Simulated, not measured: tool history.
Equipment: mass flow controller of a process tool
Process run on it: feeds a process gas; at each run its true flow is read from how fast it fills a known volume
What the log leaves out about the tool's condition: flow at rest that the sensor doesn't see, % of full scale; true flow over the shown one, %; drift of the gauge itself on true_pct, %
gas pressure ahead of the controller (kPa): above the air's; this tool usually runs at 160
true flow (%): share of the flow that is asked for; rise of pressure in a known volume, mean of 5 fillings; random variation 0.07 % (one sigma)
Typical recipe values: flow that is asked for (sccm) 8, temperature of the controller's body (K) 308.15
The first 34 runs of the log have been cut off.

run,hour,flow that is asked for (sccm),gas pressure ahead of the controller (kPa),temperature of the controller's body (K),hours of work since the controller was set to zero,hours of work since the controller was changed,true flow (%)
35,2079.9,7,264,311.15,3425,3425,96.63
# hour 2112.3: gauge calibrated
36,2132.7,15,159,297.15,3459,3459,99.29
37,2204.1,8,160,308.15,3505,3505,98.75
38,2242.5,8,160,308.15,3530,3530,98.70
39,2312.5,2,160,308.15,3575,3575,97.82
40,2358.1,2,160,308.15,3605,3605,97.80
41,2431.0,9,191,302.15,3652,3652,98.40
42,2520.7,5,235,296.15,3710,3710,97.34
43,2578.7,5,235,308.15,3747,3747,97.83
44,2668.2,8,155,296.15,3805,3805,97.90
45,2743.9,2,266,294.15,3854,3854,96.57
46,2790.7,2,266,294.15,3884,3884,96.56
47,2872.6,19,266,305.15,3937,3937,99.24
48,2960.2,8,181,308.15,3994,3994,98.06

3 options for the next run, each taken on its own from the tool as it stands now. Forecast them:
A,3017.1,13,181,308.15,4031,4031,?
B,3017.1,2,181,301.15,4031,4031,?
C,3017.1,2,259,308.15,4031,4031,?

run,true flow (%)
A,98.67
B,96.80
C,96.96
Without the tool's hidden state the same runs would have given:
run,true flow (%)
A,99.45
B,97.52
C,97.67

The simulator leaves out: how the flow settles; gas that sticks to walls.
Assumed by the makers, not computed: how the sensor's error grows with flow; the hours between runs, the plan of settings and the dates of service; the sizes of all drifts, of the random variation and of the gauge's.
